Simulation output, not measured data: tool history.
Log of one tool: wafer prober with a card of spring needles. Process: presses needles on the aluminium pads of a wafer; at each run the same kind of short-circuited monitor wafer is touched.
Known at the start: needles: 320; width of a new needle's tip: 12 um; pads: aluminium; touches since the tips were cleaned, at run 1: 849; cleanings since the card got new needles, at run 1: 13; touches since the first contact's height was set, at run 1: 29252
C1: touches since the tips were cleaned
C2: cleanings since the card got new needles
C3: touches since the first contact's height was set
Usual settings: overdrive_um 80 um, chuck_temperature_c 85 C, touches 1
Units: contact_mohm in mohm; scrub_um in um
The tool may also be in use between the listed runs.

Run 1, day 0: usual settings; C1 849; C2 13; C3 29252. Result: contact_mohm 246 mohm, scrub_um 16.61 um.
At day 0.308: tips cleaned on abrasive film.
At day 0.721: tips cleaned on abrasive film.
At day 1.233: tips cleaned on abrasive film.
At day 1.75: tips cleaned on abrasive film.
At day 2.262: tips cleaned on abrasive film.
Run 2, day 2.267: usual settings; C1 31; C2 18; C3 39746. Result: contact_mohm 237 mohm, scrub_um 16.26 um.
At day 2.683: tips cleaned on abrasive film.
At day 3.092: tips cleaned on abrasive film.
At day 3.608: tips cleaned on abrasive film.
At day 4.017: tips cleaned on abrasive film.
At day 4.533: tips cleaned on abrasive film.
At day 5.046: tips cleaned on abrasive film.
At day 5.558: tips cleaned on abrasive film.
Run 3, day 5.717: usual settings; C1 745; C2 25; C3 55718. Result: contact_mohm 245 mohm, scrub_um 15.99 um.
At day 6.029: tips cleaned on abrasive film.
At day 6.542: tips cleaned on abrasive film.
At day 7.054: tips cleaned on abrasive film.
Run 4, day 7.392: usual settings; C1 1580; C2 28; C3 63480. Result: contact_mohm 259 mohm, scrub_um 16.09 um.
At day 7.5: tips cleaned on abrasive film.
At day 8.012: tips cleaned on abrasive film.
At day 8.525: tips cleaned on abrasive film.
At day 8.938: tips cleaned on abrasive film.
At day 9.45: tips cleaned on abrasive film.
At day 9.967: tips cleaned on abrasive film.
At day 10.479: tips cleaned on abrasive film.
At day 10.988: tips cleaned on abrasive film.
Run 5, day 10.988: usual settings; C1 0; C2 36; C3 80113. Result: contact_mohm 237 mohm, scrub_um 15.73 um.
At day 11.4: tips cleaned on abrasive film.
At day 11.912: tips cleaned on abrasive film.
At day 12.429: tips cleaned on abrasive film.
At day 12.942: tips cleaned on abrasive film.
At day 13.454: tips cleaned on abrasive film.
Run 6, day 13.833: usual settings; C1 1775; C2 41; C3 93302. Result: contact_mohm 255 mohm, scrub_um 15.66 um.
At day 13.942: tips cleaned on abrasive film.
At day 14.354: tips cleaned on abrasive film.
At day 14.867: tips cleaned on abrasive film.
At day 15.379: tips cleaned on abrasive film, once more.
At day 15.892: tips cleaned on abrasive film.
At day 16.304: tips cleaned on abrasive film.
At day 16.817: tips cleaned on abrasive film.
Run 7, day 16.842: usual settings; C1 109; C2 48; C3 107204. Result: contact_mohm 242 mohm, scrub_um 15.36 um.
At day 17.254: tips cleaned on abrasive film.
At day 17.767: tips cleaned on abrasive film.
At day 18.279: tips cleaned on abrasive film.
At day 18.692: tips cleaned on abrasive film.
Run 8, day 19.038: usual settings; C1 1619; C2 52; C3 117383. Result: contact_mohm 256 mohm, scrub_um 15.26 um.
At day 19.142: tips cleaned on abrasive film.
At day 19.554: tips cleaned on abrasive film.
At day 20.067: tips cleaned on abrasive film.
At day 20.583: tips cleaned on abrasive film.
At day 20.992: tips cleaned on abrasive film.
At day 21.508: tips cleaned on abrasive film.
At day 22.021: tips cleaned on abrasive film.
Run 9, day 22.271: usual settings; C1 1175; C2 59; C3 132350. Result: contact_mohm 259 mohm, scrub_um 15.19 um.
At day 22.479: tips cleaned on abrasive film.
At day 22.992: tips cleaned on abrasive film.
At day 23.404: tips cleaned on abrasive film.
At day 23.817: tips cleaned on abrasive film.
Run 10, day 23.896: usual settings; C1 374; C2 63; C3 139859. Result: contact_mohm 244 mohm, scrub_um 15.12 um.
At day 24.308: tips cleaned on abrasive film.
At day 24.721: tips cleaned on abrasive film.
At day 25.233: tips cleaned on abrasive film.
At day 25.646: tips cleaned on abrasive film.
Run 11, day 25.742: usual settings but chuck_temperature_c 120 C; C1 450; C2 67; C3 148395. Result: contact_mohm 259 mohm, scrub_um 15.03 um.
At day 26.154: tips cleaned on abrasive film.
At day 26.667: tips cleaned on abrasive film.
At day 27.179: tips cleaned on abrasive film.
At day 27.696: tips cleaned on abrasive film.
Run 12, day 28.1: usual settings but overdrive_um 73 um; C1 1899; C2 71; C3 159331. Result: contact_mohm 272 mohm, scrub_um 13.46 um.
At day 28.208: tips cleaned on abrasive film.
At day 28.617: tips cleaned on abrasive film.
At day 29.133: tips cleaned on abrasive film.
At day 29.646: tips cleaned on abrasive film.
At day 30.158: tips cleaned on abrasive film.
At day 30.671: tips cleaned on abrasive film.
At day 31.188: tips cleaned on abrasive film.
Run 13, day 31.333: usual settings but overdrive_um 73 um; C1 691; C2 78; C3 174289. Result: contact_mohm 261 mohm, scrub_um 13.29 um.
At day 31.642: tips cleaned on abrasive film.
At day 31.654: height of the first contact set anew.
At day 32.067: tips cleaned on abrasive film.
At day 32.579: tips cleaned on abrasive film.
At day 32.992: tips cleaned on abrasive film.
Run 14, day 33.021: usual settings but overdrive_um 73 um; C1 140; C2 82; C3 6323. Result: contact_mohm 243 mohm, scrub_um 15.37 um.
At day 33.433: tips cleaned on abrasive film.
At day 33.946: tips cleaned on abrasive film.
At day 34.358: tips cleaned on abrasive film.
At day 34.871: tips cleaned on abrasive film.
At day 35.388: tips cleaned on abrasive film.
At day 35.9: tips cleaned on abrasive film.
At day 36.412: tips cleaned on abrasive film.
Run 15, day 36.579: usual settings but overdrive_um 73 um; C1 771; C2 89; C3 22789. Result: contact_mohm 255 mohm, scrub_um 15.14 um.
At day 36.888: tips cleaned on abrasive film.
At day 37.4: tips cleaned on abrasive film.
At day 37.917: tips cleaned on abrasive film.
At day 38.429: tips cleaned on abrasive film.
At day 38.942: tips cleaned on abrasive film.
At day 39.454: tips cleaned on abrasive film.
At day 39.867: tips cleaned on abrasive film.
At day 40.312: tips cleaned on abrasive film.
Run 16, day 40.312: usual settings but overdrive_um 61 um, chuck_temperature_c 39 C, touches 2; C1 0; C2 97; C3 40063. Result: contact_mohm 233 mohm, scrub_um 12.31 um.
At day 40.721: tips cleaned on abrasive film.
At day 41.133: tips cleaned on abrasive film.
At day 41.65: tips cleaned on abrasive film.
At day 42.162: tips cleaned on abrasive film.
At day 42.571: tips cleaned on abrasive film.
At day 42.983: tips cleaned on abrasive film.
At day 43.5: tips cleaned on abrasive film.
Run 17, day 43.5: usual settings but chuck_temperature_c 44 C; C1 12; C2 104; C3 54820. Result: contact_mohm 233 mohm, scrub_um 16.17 um.
At day 43.917: tips cleaned on abrasive film.
At day 44.329: tips cleaned on abrasive film.
At day 44.842: tips cleaned on abrasive film.
At day 45.358: tips cleaned on abrasive film.
Run 18, day 45.408: usual settings but chuck_temperature_c 44 C; C1 239; C2 108; C3 63646. Result: contact_mohm 238 mohm, scrub_um 16.32 um.

Run 19 comes next. What will it give?
At day 45.821: tips cleaned on abrasive film.
At day 46.333: tips cleaned on abrasive film.
At day 46.846: tips cleaned on abrasive film.
At day 47.358: tips cleaned on abrasive film.
At day 47.846: tips cleaned on abrasive film.
Run 19, day 47.846: usual settings but overdrive_um 79 um; C1 0; C2 113; C3 74928. Result: contact_mohm ?, scrub_um ?.

{"run 19": {"contact_mohm": 241, "scrub_um": 15.77}}
Without the tool's hidden state the same run would have given contact_mohm 235 mohm, scrub_um 16.57 um.
